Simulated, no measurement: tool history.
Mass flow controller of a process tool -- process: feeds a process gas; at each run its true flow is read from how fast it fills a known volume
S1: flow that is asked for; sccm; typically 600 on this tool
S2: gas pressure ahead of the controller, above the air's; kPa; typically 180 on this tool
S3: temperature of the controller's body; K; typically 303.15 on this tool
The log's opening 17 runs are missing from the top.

run 18 hour=4647.0 | S1=600 S2=180 S3=303.15 | true_flow_(%)=100.69
run 19 hour=4838.1 | S1=600 S2=180 S3=303.15 | true_flow_(%)=100.97
run 20 hour=5117.2 | S1=600 S2=180 S3=303.15 | true_flow_(%)=100.98
run 21 hour=5374.4 | S1=138 S2=180 S3=303.15 | true_flow_(%)=101.56
run 22 hour=5700.2 | S1=600 S2=180 S3=303.15 | true_flow_(%)=100.90
run 23 hour=6033.3 | S1=600 S2=180 S3=303.15 | true_flow_(%)=101.14
run 24 hour=6274.1 | S1=600 S2=180 S3=303.15 | true_flow_(%)=101.04
run 25 hour=6558.5 | S1=210 S2=249 S3=310.15 | true_flow_(%)=102.06
run 26 hour=6896.2 | S1=210 S2=249 S3=310.15 | true_flow_(%)=102.10
run 27 hour=7068.7 | S1=613 S2=216 S3=312.15 | true_flow_(%)=101.94
run 28 hour=7294.6 | S1=524 S2=187 S3=294.15 | true_flow_(%)=100.25
run 29 hour=7454.5 | S1=259 S2=183 S3=294.15 | true_flow_(%)=100.73
run 30 hour=7717.3 | S1=259 S2=183 S3=294.15 | true_flow_(%)=100.47
run 31 hour=7899.1 | S1=192 S2=214 S3=303.15 | true_flow_(%)=101.74
run 32 hour=8174.3 | S1=192 S2=214 S3=303.15 | true_flow_(%)=101.82
run 33 hour=8431.4 | S1=192 S2=198 S3=300.15 | true_flow_(%)=101.57
run 34 hour=8701.4 | S1=537 S2=173 S3=298.15 | true_flow_(%)=100.76
run 35 hour=9041.9 | S1=537 S2=173 S3=298.15 | true_flow_(%)=100.67
run 36 hour=9263.7 | S1=600 S2=193 S3=303.15 | true_flow_(%)=101.41
run 37 hour=9460.0 | S1=600 S2=193 S3=303.15 | true_flow_(%)=101.37
run 38 hour=9811.8 | S1=145 S2=278 S3=303.15 | true_flow_(%)=102.78
run 39 hour=10071.6 | S1=127 S2=241 S3=306.15 | true_flow_(%)=103.17
run 40 hour=10252.4 | S1=600 S2=261 S3=297.15 | true_flow_(%)=101.00
run 41 hour=10481.9 | S1=112 S2=261 S3=303.15 | true_flow_(%)=103.46

What does the tool deliver on the next run?
run 42 hour=10804.8 | S1=126 S2=261 S3=293.15 | true_flow_(%)=?

{"run 42": {"true flow (%)": 102.37}}
Had the tool carried no hidden state, the very same run would have given true flow (%) 99.07.

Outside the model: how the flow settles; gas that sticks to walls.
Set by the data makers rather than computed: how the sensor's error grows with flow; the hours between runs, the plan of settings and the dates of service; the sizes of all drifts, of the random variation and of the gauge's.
